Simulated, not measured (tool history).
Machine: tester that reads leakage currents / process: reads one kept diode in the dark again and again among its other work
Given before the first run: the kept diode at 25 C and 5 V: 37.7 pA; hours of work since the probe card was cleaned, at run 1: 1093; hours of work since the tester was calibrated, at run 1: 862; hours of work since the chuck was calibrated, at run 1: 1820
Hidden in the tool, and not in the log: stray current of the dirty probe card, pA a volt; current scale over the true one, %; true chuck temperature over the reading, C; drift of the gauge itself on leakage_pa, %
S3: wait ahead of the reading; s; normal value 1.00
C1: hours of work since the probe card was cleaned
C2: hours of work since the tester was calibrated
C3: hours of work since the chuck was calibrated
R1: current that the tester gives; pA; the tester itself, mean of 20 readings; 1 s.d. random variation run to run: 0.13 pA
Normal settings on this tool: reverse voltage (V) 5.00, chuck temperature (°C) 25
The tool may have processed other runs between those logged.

run 1 hour=0.0 | reverse_voltage_(V)=5.00 chuck_temperature_(°C)=25 S3=1.00 | C1=1093 C2=862 C3=1820 | R1=39.35
run 2 hour=30.1 | reverse_voltage_(V)=17.43 chuck_temperature_(°C)=25 S3=1.00 | C1=1113 C2=883 C3=1841 | R1=61.55
run 3 hour=61.4 | reverse_voltage_(V)=17.43 chuck_temperature_(°C)=25 S3=6.82 | C1=1135 C2=904 C3=1863 | R1=57.23
run 4 hour=88.2 | reverse_voltage_(V)=5.00 chuck_temperature_(°C)=25 S3=5.96 | C1=1153 C2=923 C3=1881 | R1=38.25
run 5 hour=124.1 | reverse_voltage_(V)=5.00 chuck_temperature_(°C)=25 S3=5.96 | C1=1178 C2=947 C3=1906 | R1=38.12
run 6 hour=143.5 | reverse_voltage_(V)=5.00 chuck_temperature_(°C)=25 S3=1.00 | C1=1192 C2=961 C3=1919 | R1=39.07
run 7 hour=161.5 | reverse_voltage_(V)=5.00 chuck_temperature_(°C)=25 S3=1.00 | C1=1204 C2=973 C3=1932 | R1=39.27
run 8 hour=194.1 | reverse_voltage_(V)=5.00 chuck_temperature_(°C)=25 S3=1.00 | C1=1226 C2=996 C3=1954 | R1=39.33
run 9 hour=214.2 | reverse_voltage_(V)=6.64 chuck_temperature_(°C)=25 S3=1.00 | C1=1240 C2=1010 C3=1968 | R1=43.54
run 10 hour=241.4 | reverse_voltage_(V)=6.64 chuck_temperature_(°C)=25 S3=1.00 | C1=1259 C2=1028 C3=1987 | R1=43.25
run 11 hour=265.3 | reverse_voltage_(V)=6.64 chuck_temperature_(°C)=25 S3=1.00 | C1=1276 C2=1045 C3=2003 | R1=43.09
run 12 hour=295.7 | reverse_voltage_(V)=6.64 chuck_temperature_(°C)=25 S3=1.00 | C1=1297 C2=1066 C3=2024 | R1=43.36
run 13 hour=320.2 | reverse_voltage_(V)=5.00 chuck_temperature_(°C)=25 S3=1.00 | C1=1313 C2=1083 C3=2041 | R1=39.32
run 14 hour=339.4 | reverse_voltage_(V)=5.00 chuck_temperature_(°C)=25 S3=1.00 | C1=1327 C2=1096 C3=2054 | R1=39.32
run 15 hour=356.5 | reverse_voltage_(V)=5.00 chuck_temperature_(°C)=25 S3=2.76 | C1=1338 C2=1108 C3=2066 | R1=38.52
run 16 hour=386.0 | reverse_voltage_(V)=5.00 chuck_temperature_(°C)=25 S3=2.76 | C1=1359 C2=1128 C3=2086 | R1=38.49
run 17 hour=404.2 | reverse_voltage_(V)=5.00 chuck_temperature_(°C)=25 S3=2.76 | C1=1371 C2=1140 C3=2099 | R1=38.22
run 18 hour=432.8 | reverse_voltage_(V)=11.29 chuck_temperature_(°C)=25 S3=1.00 | C1=1391 C2=1160 C3=2119 | R1=52.41
run 19 hour=457.6 | reverse_voltage_(V)=11.29 chuck_temperature_(°C)=25 S3=1.00 | C1=1408 C2=1177 C3=2136 | R1=52.73
run 20 hour=476.1 | reverse_voltage_(V)=5.00 chuck_temperature_(°C)=25 S3=1.00 | C1=1421 C2=1190 C3=2148 | R1=39.05
-- hour=506.1 chuck's temperature calibrated
run 21 hour=511.2 | reverse_voltage_(V)=1.17 chuck_temperature_(°C)=33 S3=8.43 | C1=1444 C2=1213 C3=4 | R1=44.78
run 22 hour=545.6 | reverse_voltage_(V)=1.01 chuck_temperature_(°C)=25 S3=6.37 | C1=1467 C2=1237 C3=27 | R1=22.67
run 23 hour=572.8 | reverse_voltage_(V)=1.01 chuck_temperature_(°C)=25 S3=6.37 | C1=1486 C2=1255 C3=46 | R1=22.91
run 24 hour=595.0 | reverse_voltage_(V)=1.01 chuck_temperature_(°C)=25 S3=6.37 | C1=1501 C2=1271 C3=61 | R1=22.80
run 25 hour=613.3 | reverse_voltage_(V)=6.78 chuck_temperature_(°C)=46 S3=1.00 | C1=1514 C2=1283 C3=74 | R1=206.37
run 26 hour=649.1 | reverse_voltage_(V)=6.78 chuck_temperature_(°C)=46 S3=1.00 | C1=1539 C2=1308 C3=99 | R1=206.67
run 27 hour=680.0 | reverse_voltage_(V)=3.05 chuck_temperature_(°C)=46 S3=1.94 | C1=1560 C2=1329 C3=120 | R1=159.32
run 28 hour=712.6 | reverse_voltage_(V)=3.05 chuck_temperature_(°C)=46 S3=1.94 | C1=1582 C2=1352 C3=142 | R1=158.68
run 29 hour=745.1 | reverse_voltage_(V)=3.05 chuck_temperature_(°C)=46 S3=1.94 | C1=1605 C2=1374 C3=165 | R1=158.87
run 30 hour=773.1 | reverse_voltage_(V)=3.05 chuck_temperature_(°C)=46 S3=1.94 | C1=1624 C2=1393 C3=184 | R1=159.00
run 31 hour=801.7 | reverse_voltage_(V)=5.00 chuck_temperature_(°C)=41 S3=0.67 | C1=1644 C2=1413 C3=204 | R1=131.28
run 32 hour=823.5 | reverse_voltage_(V)=5.00 chuck_temperature_(°C)=41 S3=0.67 | C1=1659 C2=1428 C3=219 | R1=131.03
run 33 hour=841.4 | reverse_voltage_(V)=10.45 chuck_temperature_(°C)=41 S3=3.36 | C1=1671 C2=1440 C3=231 | R1=164.27
run 34 hour=856.9 | reverse_voltage_(V)=10.45 chuck_temperature_(°C)=41 S3=3.36 | C1=1682 C2=1451 C3=242 | R1=164.18
run 35 hour=876.3 | reverse_voltage_(V)=1.52 chuck_temperature_(°C)=29 S3=1.00 | C1=1695 C2=1464 C3=255 | R1=36.02
run 36 hour=895.7 | reverse_voltage_(V)=1.59 chuck_temperature_(°C)=38 S3=1.30 | C1=1709 C2=1478 C3=269 | R1=72.33
run 37 hour=927.7 | reverse_voltage_(V)=5.00 chuck_temperature_(°C)=25 S3=0.49 | C1=1731 C2=1500 C3=291 | R1=40.88
run 38 hour=958.2 | reverse_voltage_(V)=4.64 chuck_temperature_(°C)=25 S3=1.00 | C1=1752 C2=1521 C3=312 | R1=38.23
run 39 hour=990.5 | reverse_voltage_(V)=2.88 chuck_temperature_(°C)=23 S3=0.78 | C1=1774 C2=1543 C3=334 | R1=28.05
run 40 hour=1011.2 | reverse_voltage_(V)=19.99 chuck_temperature_(°C)=44 S3=0.78 | C1=1788 C2=1558 C3=348 | R1=259.15

What if the next run were any one of these 4? Each begins from the tool's condition after run 40:
run A hour=1046.0 | reverse_voltage_(V)=15.76 chuck_temperature_(°C)=47 S3=0.34 | C1=1812 C2=1581 C3=372 | R1=?
run B hour=1046.0 | reverse_voltage_(V)=9.06 chuck_temperature_(°C)=44 S3=1.23 | C1=1812 C2=1581 C3=372 | R1=?
run C hour=1046.0 | reverse_voltage_(V)=1.56 chuck_temperature_(°C)=25 S3=1.00 | C1=1812 C2=1581 C3=372 | R1=?
run D hour=1046.0 | reverse_voltage_(V)=3.23 chuck_temperature_(°C)=25 S3=0.78 | C1=1812 C2=1581 C3=372 | R1=?

run=A R1=299.53
run=B R1=196.33
run=C R1=26.65
run=D R1=34.23
Without the tool's hidden state the same runs would have given:
run=A R1=299.39
run=B R1=196.24
run=C R1=26.63
run=D R1=34.21
